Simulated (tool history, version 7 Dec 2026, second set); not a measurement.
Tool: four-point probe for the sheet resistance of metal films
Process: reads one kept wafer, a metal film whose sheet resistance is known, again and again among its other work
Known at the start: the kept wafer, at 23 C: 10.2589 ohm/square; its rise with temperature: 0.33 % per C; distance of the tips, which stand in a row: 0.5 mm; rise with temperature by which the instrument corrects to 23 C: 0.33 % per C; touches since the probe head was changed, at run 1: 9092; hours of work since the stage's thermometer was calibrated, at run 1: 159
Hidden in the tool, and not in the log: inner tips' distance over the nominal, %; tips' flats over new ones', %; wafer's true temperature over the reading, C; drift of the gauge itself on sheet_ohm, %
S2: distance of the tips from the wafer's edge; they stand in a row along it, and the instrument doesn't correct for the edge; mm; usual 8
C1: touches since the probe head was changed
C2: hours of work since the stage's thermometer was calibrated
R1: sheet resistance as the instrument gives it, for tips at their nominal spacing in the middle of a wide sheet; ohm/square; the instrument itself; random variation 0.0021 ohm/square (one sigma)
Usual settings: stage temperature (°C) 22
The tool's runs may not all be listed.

Run 1, hour 0: usual settings; C1 9092; C2 159. Result: R1 10.293819 ohm/square.
Run 2, hour 32.5: usual settings but S2 3 mm; C1 9621; C2 185. Result: R1 10.429645 ohm/square.
Run 3, hour 52.5: usual settings but S2 3 mm; C1 9947; C2 201. Result: R1 10.427163 ohm/square.
Run 4, hour 85.7: usual settings but S2 16 mm; C1 10488; C2 228. Result: R1 10.278781 ohm/square.
Run 5, hour 110.3: usual settings but S2 16 mm; C1 10888; C2 247. Result: R1 10.28238 ohm/square.
Run 6, hour 134.4: usual settings but S2 16 mm; C1 11281; C2 267. Result: R1 10.283935 ohm/square.
Run 7, hour 153.3: usual settings but S2 16 mm; C1 11590; C2 282. Result: R1 10.284571 ohm/square.
Run 8, hour 178.5: usual settings but S2 16 mm; C1 12001; C2 302. Result: R1 10.283961 ohm/square.
Run 9, hour 200.7: usual settings but S2 16 mm; C1 12362; C2 320. Result: R1 10.280734 ohm/square.
Run 10, hour 233.2: usual settings but S2 16 mm; C1 12891; C2 346. Result: R1 10.286348 ohm/square.
Run 11, hour 253.3: usual settings but stage temperature (°C) 26, S2 15 mm; C1 13219; C2 362. Result: R1 10.287129 ohm/square.
Run 12, hour 276.8: usual settings but stage temperature (°C) 25, S2 7 mm; C1 13602; C2 381. Result: R1 10.310089 ohm/square.
Run 13, hour 306.9: usual settings but stage temperature (°C) 28; C1 14093; C2 405. Result: R1 10.305101 ohm/square.
Run 14, hour 331: usual settings but stage temperature (°C) 28; C1 14485; C2 424. Result: R1 10.308239 ohm/square.
Run 15, hour 365: usual settings but stage temperature (°C) 31, S2 36 mm; C1 15039; C2 451. Result: R1 10.285513 ohm/square.
Run 16, hour 382.1: usual settings but stage temperature (°C) 23, S2 15 mm; C1 15317; C2 465. Result: R1 10.28992 ohm/square.
Run 17, hour 398.5: usual settings but S2 5 mm; C1 15585; C2 478. Result: R1 10.339405 ohm/square.
Run 18, hour 432: usual settings but stage temperature (°C) 29, S2 6 mm; C1 16130; C2 505. Result: R1 10.322257 ohm/square.
Run 19, hour 459.7: usual settings but stage temperature (°C) 32, S2 64 mm; C1 16582; C2 527. Result: R1 10.28699 ohm/square.

Forecast each of these 3 alternatives for the next run:
Run A, hour 483.3: usual settings but stage temperature (°C) 23; C1 16966; C2 546. Result: R1 ?.
Run B, hour 483.3: usual settings but stage temperature (°C) 32, S2 14 mm; C1 16966; C2 546. Result: R1 ?.
Run C, hour 483.3: usual settings but stage temperature (°C) 23, S2 3 mm; C1 16966; C2 546. Result: R1 ?.

run         R1
  A  10.306901
  B  10.292173
  C  10.441512
Without the tool's hidden state the same runs would have given:
run         R1
  A  10.278113
  B  10.263556
  C  10.412373
